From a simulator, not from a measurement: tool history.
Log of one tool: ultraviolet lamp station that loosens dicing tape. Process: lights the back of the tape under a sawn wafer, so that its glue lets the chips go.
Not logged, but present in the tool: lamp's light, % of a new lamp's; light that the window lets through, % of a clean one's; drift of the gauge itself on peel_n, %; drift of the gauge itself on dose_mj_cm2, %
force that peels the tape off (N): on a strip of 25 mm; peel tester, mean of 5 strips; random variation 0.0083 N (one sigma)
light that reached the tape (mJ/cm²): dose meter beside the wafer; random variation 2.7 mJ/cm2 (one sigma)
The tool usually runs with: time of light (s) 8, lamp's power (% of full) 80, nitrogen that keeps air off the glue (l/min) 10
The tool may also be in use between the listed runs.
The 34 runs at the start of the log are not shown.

run	hour	time of light (s)	lamp's power (% of full)	nitrogen that keeps air off the glue (l/min)	hours of work of the lamp	hours of work since the window was cleaned	force that peels the tape off (N)	light that reached the tape (mJ/cm²)
35	654.2	5	80	10	35	62	0.811	225
36	678.6	5	80	10	55	81	0.83	233
37	696	5	80	10	68	95	0.806	228
38	707.6	5	80	10	77	104	0.817	229
39	730.9	5	80	10	96	122	0.855	231
40	750.5	12	93	9	111	138	0.12	649
41	768.1	5	80	6	125	152	1.127	229
42	789.5	8	70	11	142	168	0.406	327
43	808.7	9	90	8	157	183	0.241	462

Alternative continuations, all from the tool just after run 43; predict every row:
A	836	8	82	9	178	205	?	?
B	836	12	88	11	178	205	?	?
C	836	4	97	9	178	205	?	?
D	836	6	95	6	178	205	?	?

run	force that peels the tape off (N)	light that reached the tape (mJ/cm²)
A	0.338	378
B	0.118	601
C	0.93	221
D	0.616	327
With no hidden state in the tool, these same runs would have given:
run	force that peels the tape off (N)	light that reached the tape (mJ/cm²)
A	0.337	378
B	0.118	602
C	0.93	221
D	0.616	327

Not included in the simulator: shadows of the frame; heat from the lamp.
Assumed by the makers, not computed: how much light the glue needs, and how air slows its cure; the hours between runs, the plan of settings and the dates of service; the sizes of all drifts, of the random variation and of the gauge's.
